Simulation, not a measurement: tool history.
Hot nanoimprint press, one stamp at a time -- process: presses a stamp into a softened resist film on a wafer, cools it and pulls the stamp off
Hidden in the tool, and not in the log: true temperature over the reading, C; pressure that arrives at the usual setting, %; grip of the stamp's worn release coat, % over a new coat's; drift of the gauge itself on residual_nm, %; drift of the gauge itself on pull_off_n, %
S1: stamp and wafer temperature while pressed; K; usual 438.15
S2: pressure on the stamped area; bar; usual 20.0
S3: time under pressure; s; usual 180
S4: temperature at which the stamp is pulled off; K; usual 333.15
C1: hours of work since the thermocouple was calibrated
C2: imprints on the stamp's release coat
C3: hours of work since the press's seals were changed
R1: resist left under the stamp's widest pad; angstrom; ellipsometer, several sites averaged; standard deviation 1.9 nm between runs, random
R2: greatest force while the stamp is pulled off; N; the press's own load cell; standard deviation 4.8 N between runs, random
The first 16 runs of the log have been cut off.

-- hour=380.4 plate thermocouple calibrated, once more
run 17 hour=407.3 | S1=438.15 S2=28.0 S3=180 S4=339.15 | C1=16 C2=2051 C3=126 | R1=2511 R2=395
run 18 hour=434.1 | S1=438.15 S2=28.0 S3=96 S4=323.15 | C1=32 C2=2171 C3=142 | R1=3115 R2=507
-- hour=467.0 stamp cleaned and given a new release coat
run 19 hour=470.7 | S1=438.15 S2=28.0 S3=96 S4=323.15 | C1=50 C2=17 C3=160 | R1=3074 R2=280
run 20 hour=492.9 | S1=438.15 S2=20.0 S3=240 S4=333.15 | C1=63 C2=117 C3=173 | R1=2695 R2=237
run 21 hour=520.3 | S1=429.15 S2=28.1 S3=149 S4=333.15 | C1=79 C2=241 C3=190 | R1=3755 R2=254
run 22 hour=550.5 | S1=438.15 S2=20.0 S3=295 S4=327.15 | C1=97 C2=377 C3=207 | R1=2509 R2=295
run 23 hour=572.7 | S1=445.15 S2=20.0 S3=192 S4=340.15 | C1=110 C2=478 C3=221 | R1=2257 R2=243
run 24 hour=589.7 | S1=438.15 S2=17.5 S3=133 S4=340.15 | C1=120 C2=555 C3=231 | R1=3513 R2=252
run 25 hour=606.1 | S1=440.15 S2=20.0 S3=252 S4=338.15 | C1=130 C2=629 C3=240 | R1=2438 R2=264
run 26 hour=632.5 | S1=432.15 S2=25.4 S3=110 S4=329.15 | C1=145 C2=748 C3=256 | R1=3869 R2=310
run 27 hour=665.1 | S1=434.15 S2=25.0 S3=180 S4=337.15 | C1=165 C2=895 C3=275 | R1=3036 R2=284
run 28 hour=685.8 | S1=444.15 S2=25.0 S3=306 S4=340.15 | C1=177 C2=989 C3=287 | R1=1721 R2=282
run 29 hour=709.4 | S1=444.15 S2=25.0 S3=306 S4=340.15 | C1=191 C2=1095 C3=301 | R1=1714 R2=299
run 30 hour=727.0 | S1=431.15 S2=20.0 S3=180 S4=327.15 | C1=201 C2=1175 C3=312 | R1=3780 R2=382
run 31 hour=759.9 | S1=430.15 S2=20.0 S3=180 S4=327.15 | C1=221 C2=1324 C3=331 | R1=3907 R2=384

Forecast each of these 3 alternatives for the next run:
run A hour=777.9 | S1=445.15 S2=20.0 S3=198 S4=333.15 | C1=231 C2=1405 C3=342 | R1=? R2=?
run B hour=777.9 | S1=430.15 S2=21.9 S3=103 S4=337.15 | C1=231 C2=1405 C3=342 | R1=? R2=?
run C hour=777.9 | S1=430.15 S2=20.0 S3=111 S4=327.15 | C1=231 C2=1405 C3=342 | R1=? R2=?

run=A R1=2196 R2=355
run=B R1=4390 R2=329
run=C R1=4524 R2=392
What these runs would have given with no unlogged condition in the tool:
run=A R1=2279 R2=233
run=B R1=4539 R2=216
run=C R1=4678 R2=256

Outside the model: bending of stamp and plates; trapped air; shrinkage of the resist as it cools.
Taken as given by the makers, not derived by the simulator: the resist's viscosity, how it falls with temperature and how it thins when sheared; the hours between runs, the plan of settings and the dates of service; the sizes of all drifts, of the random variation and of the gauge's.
